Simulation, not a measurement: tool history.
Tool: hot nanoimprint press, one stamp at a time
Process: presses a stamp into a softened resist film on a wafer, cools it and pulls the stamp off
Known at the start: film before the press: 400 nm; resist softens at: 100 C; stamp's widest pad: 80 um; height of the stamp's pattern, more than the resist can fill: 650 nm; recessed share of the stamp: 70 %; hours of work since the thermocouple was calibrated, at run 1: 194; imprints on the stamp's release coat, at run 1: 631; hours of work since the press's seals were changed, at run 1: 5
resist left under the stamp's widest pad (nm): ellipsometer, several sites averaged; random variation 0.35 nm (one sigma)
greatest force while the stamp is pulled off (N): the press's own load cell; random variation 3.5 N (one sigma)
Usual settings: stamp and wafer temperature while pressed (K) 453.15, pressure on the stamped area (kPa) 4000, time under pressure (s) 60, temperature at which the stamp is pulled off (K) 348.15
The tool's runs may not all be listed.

run,day,stamp and wafer temperature while pressed (K),pressure on the stamped area (kPa),time under pressure (s),temperature at which the stamp is pulled off (K),hours of work since the thermocouple was calibrated,imprints on the stamp's release coat,hours of work since the press's seals were changed,resist left under the stamp's widest pad (nm),greatest force while the stamp is pulled off (N)
1,0.000,453.15,4000,60,348.15,194,631,5,173.0,220
2,2.112,453.15,4000,60,348.15,217,727,28,172.2,222
3,5.021,453.15,4000,60,348.15,248,857,59,172.2,231
# day 5.971: stamp cleaned and given a new release coat
# day 7.092: plate thermocouple calibrated
4,7.658,453.15,4000,60,348.15,6,70,84,178.9,187
5,10.129,453.15,4000,60,348.15,33,182,110,178.8,194
6,12.704,453.15,4000,60,340.15,60,298,138,178.1,243
7,14.996,453.15,4000,60,348.15,85,401,162,177.6,207
8,18.267,453.15,4000,60,348.15,120,548,197,177.6,210
9,20.988,449.15,4000,60,348.15,149,671,227,207.9,229
10,24.954,449.15,4000,60,348.15,192,850,269,206.8,229
# day 25.800: stamp cleaned and given a new release coat
11,27.675,449.15,4000,60,348.15,218,84,296,206.0,186
12,31.325,449.15,4000,60,348.15,257,248,335,204.6,196
# day 32.254: plate thermocouple calibrated
13,33.967,449.15,4000,60,348.15,18,362,362,213.6,203
14,36.546,453.15,4000,60,348.15,46,478,389,181.0,218
15,40.233,453.15,4000,32,348.15,86,644,429,218.8,232
16,42.500,450.15,4000,55,346.15,110,746,453,208.2,246
17,44.342,450.15,4000,55,346.15,130,829,473,207.8,244
# day 45.742: stamp cleaned and given a new release coat
18,46.308,456.15,4610,46,335.15,148,25,491,161.0,233
# day 48.171: press's hydraulic seals changed and the load cell set to zero
19,50.746,453.15,4000,31,336.15,192,210,28,215.3,255
20,54.221,453.15,4000,31,336.15,229,367,65,214.2,261
# day 57.675: plate thermocouple calibrated
21,58.608,453.15,4000,105,348.15,10,559,111,150.1,211
22,62.238,453.15,2620,105,352.15,49,722,150,189.7,202
23,65.196,453.15,4000,39,348.15,81,856,181,205.6,235
# day 65.962: stamp cleaned and given a new release coat
24,67.817,446.15,3640,54,356.15,106,84,207,252.9,157
25,70.712,452.15,2680,61,344.15,137,214,238,226.7,213
26,73.254,460.15,2680,61,349.15,164,328,265,168.4,201
27,75.212,447.15,5590,60,348.15,185,417,286,189.4,206
28,79.271,453.15,4000,60,345.15,229,600,330,177.0,247

Hidden state at the last listed run before each entry between runs and at the first one after, where it differs:
Between runs 3 and 4: stamp cleaned and given a new release coat (day 5.971); plate thermocouple calibrated (day 7.092)
  true temperature over the reading, C: 1.03 -> 0.03; pressure that arrives at the usual setting, %: 100.06 -> 99.86; grip of the stamp's worn release coat, % over a new coat's: 30.9 -> 2.4
  measured less the result without the state, resist left under the stamp's widest pad (nm): -7.4 -> -0.1; greatest force while the stamp is pulled off (N): +50 -> +4
Between runs 10 and 11: stamp cleaned and given a new release coat (day 25.800)
  true temperature over the reading, C: 0.74 -> 0.85; pressure that arrives at the usual setting, %: 98.29 -> 98.07; grip of the stamp's worn release coat, % over a new coat's: 30.6 -> 2.9
  measured less the result without the state, resist left under the stamp's widest pad (nm): -4.2 -> -4.9; greatest force while the stamp is pulled off (N): +50 -> +2
Between runs 12 and 13: plate thermocouple calibrated (day 32.254)
  true temperature over the reading, C: 1.01 -> 0.01; pressure that arrives at the usual setting, %: 97.74 -> 97.5; grip of the stamp's worn release coat, % over a new coat's: 8.6 -> 12.6
  measured less the result without the state, resist left under the stamp's widest pad (nm): -5.9 -> +2.6; greatest force while the stamp is pulled off (N): +11 -> +23
Between runs 17 and 18: stamp cleaned and given a new release coat (day 45.742)
  true temperature over the reading, C: 0.45 -> 0.52; pressure that arrives at the usual setting, %: 96.56 -> 96.4; grip of the stamp's worn release coat, % over a new coat's: 29.8 -> 0.8
  measured less the result without the state, resist left under the stamp's widest pad (nm): +0.1 -> +0.6; greatest force while the stamp is pulled off (N): +54 -> +0
Between runs 18 and 19: press's hydraulic seals changed and the load cell set to zero (day 48.171)
  true temperature over the reading, C: 0.52 -> 0.69; pressure that arrives at the usual setting, %: 96.4 -> 99.77; grip of the stamp's worn release coat, % over a new coat's: 0.8 -> 7.2
  measured less the result without the state, resist left under the stamp's widest pad (nm): +0.6 -> -5.2; greatest force while the stamp is pulled off (N): +0 -> +14
Between runs 20 and 21: plate thermocouple calibrated (day 57.675)
  true temperature over the reading, C: 0.84 -> -0.09; pressure that arrives at the usual setting, %: 99.46 -> 99.09; grip of the stamp's worn release coat, % over a new coat's: 12.8 -> 19.7
  measured less the result without the state, resist left under the stamp's widest pad (nm): -6.1 -> +1.4; greatest force while the stamp is pulled off (N): +26 -> +36
Between runs 23 and 24: stamp cleaned and given a new release coat (day 65.962)
  true temperature over the reading, C: 0.2 -> 0.3; pressure that arrives at the usual setting, %: 98.5 -> 98.28; grip of the stamp's worn release coat, % over a new coat's: 30.9 -> 2.9
  measured less the result without the state, resist left under the stamp's widest pad (nm): +0.1 -> -0.9; greatest force while the stamp is pulled off (N): +54 -> +3
